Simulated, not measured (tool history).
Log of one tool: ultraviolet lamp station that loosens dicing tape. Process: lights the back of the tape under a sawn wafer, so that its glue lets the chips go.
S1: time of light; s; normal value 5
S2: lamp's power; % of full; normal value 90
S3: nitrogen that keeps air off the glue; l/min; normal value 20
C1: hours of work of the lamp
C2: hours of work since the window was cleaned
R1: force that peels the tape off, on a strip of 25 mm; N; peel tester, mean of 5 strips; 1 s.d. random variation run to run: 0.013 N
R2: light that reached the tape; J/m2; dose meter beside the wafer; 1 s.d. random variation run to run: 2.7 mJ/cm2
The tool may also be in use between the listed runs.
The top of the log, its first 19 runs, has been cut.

run    hour  S1  S2  S3   C1   C2     R1    R2
 20  1064.6   5  84  20  108  279  0.831  3060
 21    1127   5  84  20  133  304  0.902  3070
 22  1171.4   5  90  12  151  322  1.203  3240
 23    1211   5  65  20  167  338  1.555  2320
 24  1264.5   7  74  20  189  360  0.545  3670
 25  1348.8   7  74  20  223  394  0.582  3640
 26  1423.3   5  62  25  253  424  1.602  2180
     1445.4  -- window cleaned of glue's vapour
 27  1469.6   8  87  18  271   10  0.236  5190
 28  1530.6   8  87  18  296   34  0.234  5080
 29  1605.7   8  87  18  326   65  0.241  5050
 30  1695.6   4  90  20  363  101  1.338  2570
 31  1747.9   4  90  20  384  122  1.359  2570
 32  1811.6   5  90  12  410  148  1.275  3120
 33    1859   5  90   8  429  167  1.731  3130
 34  1917.3   2  90  14  452  191  4.275  1250
 35  1983.8   4  64  20  479  218  2.533  1730
 36  2048.5   4  62  17  505  244  2.995  1680
 37  2138.1   9  65  20  542  280  0.488  3870
 38    2207   5  90  11  569  308  1.535  3020
 39  2246.4   8  70   6  585  324  1.618  3660
 40  2306.3   8  70   6  610  348  1.677  3620

Run 41 has not been measured yet. What should we expect?
 41  2364.4   5  94   8  633  371   ?   ?

{"run 41": {"R1": 1.849, "R2": 2990}}
On a tool with no hidden condition, and with the same random variation, this run would have come out at R1 1.212 N, R2 3730 J/m2.

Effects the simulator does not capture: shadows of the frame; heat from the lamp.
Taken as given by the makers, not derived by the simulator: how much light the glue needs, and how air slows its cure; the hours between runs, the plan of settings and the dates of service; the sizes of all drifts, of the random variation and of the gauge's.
